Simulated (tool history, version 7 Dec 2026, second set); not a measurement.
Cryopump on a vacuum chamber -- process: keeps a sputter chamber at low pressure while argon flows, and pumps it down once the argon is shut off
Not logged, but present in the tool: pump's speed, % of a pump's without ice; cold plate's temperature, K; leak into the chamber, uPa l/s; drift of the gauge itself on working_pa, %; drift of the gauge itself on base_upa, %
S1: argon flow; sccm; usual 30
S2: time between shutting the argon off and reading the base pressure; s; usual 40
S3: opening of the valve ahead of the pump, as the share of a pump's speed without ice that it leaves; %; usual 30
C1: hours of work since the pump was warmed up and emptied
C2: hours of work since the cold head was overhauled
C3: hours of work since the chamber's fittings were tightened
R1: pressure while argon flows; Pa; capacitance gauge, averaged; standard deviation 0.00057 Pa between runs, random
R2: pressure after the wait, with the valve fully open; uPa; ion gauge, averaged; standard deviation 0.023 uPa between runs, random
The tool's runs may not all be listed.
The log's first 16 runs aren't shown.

run    hour  S1   S2  S3   C1   C2    C3      R1    R2
 17   511.9  30   98  30  378  378  1036  0.0704  0.97
 18   545.7  30   98  30  392  392  1050  0.0704  0.97
 19   574.6  30  262  30  403  403  1062  0.0716  0.88
 20   608.4  30   72  45  417  417  1075  0.0484  1.10
 21   627.6  23  237  30  425  425  1083  0.0558  0.79
 22   667.9  23  237  25  441  441  1099  0.0653  0.83
 23   695.9  56   39  30  452  452  1110  0.1335  1.42
 24   743.0  56   39  30  471  471  1129  0.1346  1.43
 25   776.3  26   40  21  484  484  1142  0.0874  1.48
      799.6  -- leaking fittings of the chamber tightened, without venting
 26   809.8  57   68  16  497  497     4  0.2496  0.58
 27   830.8  21   40  30  505  505    13  0.0505  0.82
 28   874.2  19   31  40  523  523    30  0.0348  1.07
 29   918.6  19   31  40  540  540    48  0.0336  1.08
 30   949.3  19  155  33  553  553    60  0.0424  0.36
 31   983.7  19  155  33  567  567    74  0.0424  0.35
 32  1028.2  26   40  46  584  584    92  0.0418  0.99
 33  1073.9  26   40  46  603  603   110  0.0431  0.91

5 options for the next run, each taken on its own from the tool as it stands now. Forecast them:
  A  1099.3  16   40  37  613  613  120   ?   ?
  B  1099.3  26   29  18  613  613  120   ?   ?
  C  1099.3  26   40  30  613  613  120   ?   ?
  D  1099.3  12  145  47  613  613  120   ?   ?
  E  1099.3  17   25  46  613  613  120   ?   ?

run      R1    R2
  A  0.0330  0.96
  B  0.1026  1.16
  C  0.0628  0.90
  D  0.0190  0.42
  E  0.0281  1.34
With the hidden condition removed and each run's random variation left untouched, the same runs would have given:
run      R1    R2
  A  0.0309  0.85
  B  0.0992  1.05
  C  0.0594  0.79
  D  0.0174  0.32
  E  0.0259  1.22
